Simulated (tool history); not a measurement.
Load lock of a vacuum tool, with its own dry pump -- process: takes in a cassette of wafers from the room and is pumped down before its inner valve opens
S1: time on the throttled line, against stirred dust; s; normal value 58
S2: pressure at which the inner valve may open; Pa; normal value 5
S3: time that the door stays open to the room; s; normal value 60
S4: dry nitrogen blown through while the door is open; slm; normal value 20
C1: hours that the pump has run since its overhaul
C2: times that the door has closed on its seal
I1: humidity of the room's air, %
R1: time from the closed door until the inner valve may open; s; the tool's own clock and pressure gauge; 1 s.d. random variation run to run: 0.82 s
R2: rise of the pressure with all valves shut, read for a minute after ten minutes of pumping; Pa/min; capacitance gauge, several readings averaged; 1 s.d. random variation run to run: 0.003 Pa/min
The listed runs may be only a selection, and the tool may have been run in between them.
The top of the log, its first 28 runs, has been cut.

Run 29, hour 5993.1: usual settings but S1 82 s, S2 8 Pa, S3 80 s, S4 7 slm; C1 14892; C2 26305; I1 46.4. Result: R1 153.2 s, R2 0.145 Pa/min.
Run 30, hour 6137.1: usual settings but S1 82 s, S2 8 Pa, S3 80 s, S4 7 slm; C1 15036; C2 26576; I1 46.1. Result: R1 152.8 s, R2 0.142 Pa/min.
Run 31, hour 6328.3: usual settings but S1 48 s, S3 40 s; C1 15227; C2 26935; I1 45.5. Result: R1 135.2 s, R2 0.114 Pa/min.
Run 32, hour 6554.6: usual settings but S1 51 s, S3 234 s; C1 15454; C2 27359; I1 43.9. Result: R1 137.0 s, R2 0.149 Pa/min.
Run 33, hour 6699.9: usual settings but S1 62 s, S2 7 Pa, S3 92 s, S4 29 slm; C1 15599; C2 27632; I1 45.9. Result: R1 141.0 s, R2 0.131 Pa/min.
Run 34, hour 6911.1: usual settings but S1 62 s, S2 7 Pa, S3 92 s, S4 29 slm; C1 15810; C2 28028; I1 41.3. Result: R1 141.5 s, R2 0.122 Pa/min.
Run 35, hour 7086.1: usual settings but S2 10 Pa, S3 41 s; C1 15985; C2 28357; I1 45.3. Result: R1 134.9 s, R2 0.121 Pa/min.
Run 36, hour 7269.9: usual settings but S3 170 s, S4 4 slm; C1 16169; C2 28702; I1 46.7. Result: R1 142.9 s, R2 0.185 Pa/min.
Run 37, hour 7535.3: usual settings but S1 49 s, S3 33 s, S4 13 slm; C1 16434; C2 29200; I1 43.9. Result: R1 136.7 s, R2 0.129 Pa/min.

Forecast each of these 4 alternatives for the next run:
Run A, hour 7672.3: usual settings but S3 177 s, S4 6 slm; C1 16571; C2 29457; I1 46.4. Result: R1 ?, R2 ?.
Run B, hour 7672.3: usual settings but S2 8 Pa, S3 118 s; C1 16571; C2 29457; I1 46.6. Result: R1 ?, R2 ?.
Run C, hour 7672.3: usual settings but S1 39 s, S2 10 Pa, S3 33 s, S4 13 slm; C1 16571; C2 29457; I1 44.2. Result: R1 ?, R2 ?.
Run D, hour 7672.3: usual settings but S1 49 s, S3 214 s, S4 13 slm; C1 16571; C2 29457; I1 42.6. Result: R1 ?, R2 ?.

run     R1     R2
  A  143.4  0.180
  B  136.9  0.152
  C  122.7  0.130
  D  136.8  0.174
Without the tool's unlogged condition, the same runs would have read:
run     R1     R2
  A  128.0  0.082
  B  122.6  0.054
  C  107.9  0.034
  D  121.0  0.075
